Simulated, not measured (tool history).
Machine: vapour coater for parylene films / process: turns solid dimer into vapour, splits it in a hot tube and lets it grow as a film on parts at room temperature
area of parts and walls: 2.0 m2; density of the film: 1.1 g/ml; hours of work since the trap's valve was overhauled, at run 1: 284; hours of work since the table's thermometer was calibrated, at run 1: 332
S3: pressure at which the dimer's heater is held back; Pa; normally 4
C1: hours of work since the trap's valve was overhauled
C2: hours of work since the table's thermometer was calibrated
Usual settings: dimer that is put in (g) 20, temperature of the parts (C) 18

Run 1, day 0: usual settings; C1 284; C2 332. Result: thickness of the film (um) 5.63.
Run 2, day 0.379: usual settings; C1 289; C2 337. Result: thickness of the film (um) 5.68.
Run 3, day 1.192: usual settings; C1 300; C2 348. Result: thickness of the film (um) 5.62.
Run 4, day 1.696: usual settings but dimer that is put in (g) 30; C1 307; C2 355. Result: thickness of the film (um) 8.43.
Run 5, day 2.421: usual settings but dimer that is put in (g) 27; C1 316; C2 365. Result: thickness of the film (um) 7.58.
At day 2.525: table's thermometer calibrated.
Run 6, day 3.075: usual settings but temperature of the parts (C) 12; C1 325; C2 7. Result: thickness of the film (um) 6.95.
Run 7, day 3.708: usual settings but dimer that is put in (g) 16, S3 8.06 Pa; C1 333; C2 16. Result: thickness of the film (um) 4.18.
Run 8, day 4.354: usual settings but dimer that is put in (g) 18, temperature of the parts (C) 17, S3 2.4 Pa; C1 342; C2 25. Result: thickness of the film (um) 5.48.
Run 9, day 4.908: usual settings but dimer that is put in (g) 16, temperature of the parts (C) 15, S3 2.4 Pa; C1 349; C2 32. Result: thickness of the film (um) 5.25.
Run 10, day 5.4: usual settings but dimer that is put in (g) 10, temperature of the parts (C) 23, S3 7.92 Pa; C1 356; C2 39. Result: thickness of the film (um) 2.18.
At day 5.771: table's thermometer calibrated, once more.
Run 11, day 5.917: usual settings but dimer that is put in (g) 15, temperature of the parts (C) 15, S3 11.91 Pa; C1 362; C2 2. Result: thickness of the film (um) 4.2.
Run 12, day 6.558: usual settings but dimer that is put in (g) 21, temperature of the parts (C) 27, S3 11.22 Pa; C1 371; C2 11. Result: thickness of the film (um) 3.84.

Branching from run 12: 4 alternative next runs. What would each branch give?
Run A, day 7.183: usual settings but dimer that is put in (g) 10, temperature of the parts (C) 15, S3 3.83 Pa; C1 379; C2 19. Result: thickness of the film (um) ?.
Run B, day 7.183: usual settings but dimer that is put in (g) 28, temperature of the parts (C) 27, S3 11.22 Pa; C1 379; C2 19. Result: thickness of the film (um) ?.
Run C, day 7.183: usual settings but dimer that is put in (g) 10, temperature of the parts (C) 28, S3 6.23 Pa; C1 379; C2 19. Result: thickness of the film (um) ?.
Run D, day 7.183: usual settings but dimer that is put in (g) 21, temperature of the parts (C) 27, S3 2.71 Pa; C1 379; C2 19. Result: thickness of the film (um) ?.

run  thickness of the film (um)
  A                         3.2
  B                        5.11
  C                        1.87
  D                        4.38
With no hidden state in the tool, these same runs would have given:
run  thickness of the film (um)
  A                        3.46
  B                        5.54
  C                        2.03
  D                        4.75
